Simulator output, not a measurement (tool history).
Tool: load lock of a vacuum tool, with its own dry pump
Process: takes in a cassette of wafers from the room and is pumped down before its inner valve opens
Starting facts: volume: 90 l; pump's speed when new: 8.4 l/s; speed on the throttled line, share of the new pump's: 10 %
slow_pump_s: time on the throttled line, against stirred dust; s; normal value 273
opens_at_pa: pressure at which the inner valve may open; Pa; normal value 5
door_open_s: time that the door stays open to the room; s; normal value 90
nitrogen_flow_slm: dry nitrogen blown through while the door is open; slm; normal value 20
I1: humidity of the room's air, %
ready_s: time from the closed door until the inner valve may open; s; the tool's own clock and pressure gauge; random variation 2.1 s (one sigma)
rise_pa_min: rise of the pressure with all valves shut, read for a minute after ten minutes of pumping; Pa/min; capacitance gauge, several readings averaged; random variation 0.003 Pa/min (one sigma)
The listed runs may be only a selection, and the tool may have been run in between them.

run 1 day=0 | slow_pump_s=273 opens_at_pa=5 door_open_s=90 nitrogen_flow_slm=20 | I1=44.6 | ready_s=360.8 rise_pa_min=0.088
run 2 day=19.579 | slow_pump_s=273 opens_at_pa=5 door_open_s=90 nitrogen_flow_slm=20 | I1=44.6 | ready_s=356.6 rise_pa_min=0.098
run 3 day=44.033 | slow_pump_s=273 opens_at_pa=5 door_open_s=90 nitrogen_flow_slm=20 | I1=44.1 | ready_s=357 rise_pa_min=0.108
run 4 day=63.304 | slow_pump_s=273 opens_at_pa=5 door_open_s=93 nitrogen_flow_slm=20 | I1=43 | ready_s=360.2 rise_pa_min=0.109
run 5 day=84.342 | slow_pump_s=273 opens_at_pa=5 door_open_s=93 nitrogen_flow_slm=20 | I1=46.3 | ready_s=360.4 rise_pa_min=0.119
run 6 day=111.004 | slow_pump_s=273 opens_at_pa=5 door_open_s=93 nitrogen_flow_slm=20 | I1=44.9 | ready_s=358.3 rise_pa_min=0.137
run 7 day=134.312 | slow_pump_s=273 opens_at_pa=5 door_open_s=90 nitrogen_flow_slm=4 | I1=44.8 | ready_s=362.1 rise_pa_min=0.158
run 8 day=149.175 | slow_pump_s=273 opens_at_pa=5 door_open_s=90 nitrogen_flow_slm=4 | I1=43.9 | ready_s=363.2 rise_pa_min=0.162
run 9 day=168.567 | slow_pump_s=273 opens_at_pa=5 door_open_s=90 nitrogen_flow_slm=4 | I1=44.6 | ready_s=357.9 rise_pa_min=0.176
run 10 day=181.158 | slow_pump_s=273 opens_at_pa=5 door_open_s=90 nitrogen_flow_slm=27 | I1=42.1 | ready_s=360.9 rise_pa_min=0.153
run 11 day=201.054 | slow_pump_s=273 opens_at_pa=5 door_open_s=90 nitrogen_flow_slm=27 | I1=44.7 | ready_s=364.4 rise_pa_min=0.174
run 12 day=219.846 | slow_pump_s=273 opens_at_pa=4 door_open_s=90 nitrogen_flow_slm=20 | I1=46.2 | ready_s=362.6 rise_pa_min=0.183
run 13 day=236.438 | slow_pump_s=273 opens_at_pa=4 door_open_s=90 nitrogen_flow_slm=20 | I1=44.9 | ready_s=362.7 rise_pa_min=0.187
run 14 day=251.929 | slow_pump_s=144 opens_at_pa=8 door_open_s=41 nitrogen_flow_slm=7 | I1=48.2 | ready_s=241.2 rise_pa_min=0.198
run 15 day=275.921 | slow_pump_s=459 opens_at_pa=5 door_open_s=106 nitrogen_flow_slm=9 | I1=46.9 | ready_s=527.1 rise_pa_min=0.228
run 16 day=296.692 | slow_pump_s=180 opens_at_pa=8 door_open_s=106 nitrogen_flow_slm=6 | I1=42.8 | ready_s=276.8 rise_pa_min=0.239
run 17 day=308.883 | slow_pump_s=254 opens_at_pa=5 door_open_s=88 nitrogen_flow_slm=20 | I1=49.4 | ready_s=347.3 rise_pa_min=0.24
run 18 day=323.154 | slow_pump_s=259 opens_at_pa=5 door_open_s=30 nitrogen_flow_slm=31 | I1=43.2 | ready_s=356.6 rise_pa_min=0.231
run 19 day=343.104 | slow_pump_s=321 opens_at_pa=5 door_open_s=30 nitrogen_flow_slm=38 | I1=41.5 | ready_s=403.5 rise_pa_min=0.24
run 20 day=367.775 | slow_pump_s=273 opens_at_pa=9 door_open_s=90 nitrogen_flow_slm=20 | I1=45.5 | ready_s=357.4 rise_pa_min=0.272
run 21 day=387.65 | slow_pump_s=273 opens_at_pa=5 door_open_s=90 nitrogen_flow_slm=36 | I1=44.2 | ready_s=370.3 rise_pa_min=0.266
run 22 day=413.921 | slow_pump_s=273 opens_at_pa=5 door_open_s=90 nitrogen_flow_slm=36 | I1=45.2 | ready_s=366.9 rise_pa_min=0.292
run 23 day=426.579 | slow_pump_s=462 opens_at_pa=6 door_open_s=90 nitrogen_flow_slm=29 | I1=43.6 | ready_s=533.3 rise_pa_min=0.301
run 24 day=450.592 | slow_pump_s=273 opens_at_pa=5 door_open_s=90 nitrogen_flow_slm=18 | I1=44.3 | ready_s=368.6 rise_pa_min=0.313
-- day=456.917 door's seal changed, seat wiped
run 25 day=477.554 | slow_pump_s=273 opens_at_pa=5 door_open_s=90 nitrogen_flow_slm=18 | I1=44.5 | ready_s=369 rise_pa_min=0.024

Branching from run 25: 4 alternative next runs. What would each branch give?
run A day=502.125 | slow_pump_s=273 opens_at_pa=9 door_open_s=90 nitrogen_flow_slm=18 | I1=44.1 | ready_s=? rise_pa_min=?
run B day=502.125 | slow_pump_s=273 opens_at_pa=5 door_open_s=90 nitrogen_flow_slm=18 | I1=44 | ready_s=? rise_pa_min=?
run C day=502.125 | slow_pump_s=261 opens_at_pa=5 door_open_s=83 nitrogen_flow_slm=20 | I1=45.8 | ready_s=? rise_pa_min=?
run D day=502.125 | slow_pump_s=273 opens_at_pa=6 door_open_s=196 nitrogen_flow_slm=18 | I1=45 | ready_s=? rise_pa_min=?

run=A ready_s=363.1 rise_pa_min=0.03
run=B ready_s=372.5 rise_pa_min=0.031
run=C ready_s=356.3 rise_pa_min=0.023
run=D ready_s=366.9 rise_pa_min=0.044
With no hidden state in the tool, these same runs would have given:
run=A ready_s=347.3 rise_pa_min=0.024
run=B ready_s=355.4 rise_pa_min=0.025
run=C ready_s=339.1 rise_pa_min=0.017
run=D ready_s=350.5 rise_pa_min=0.039
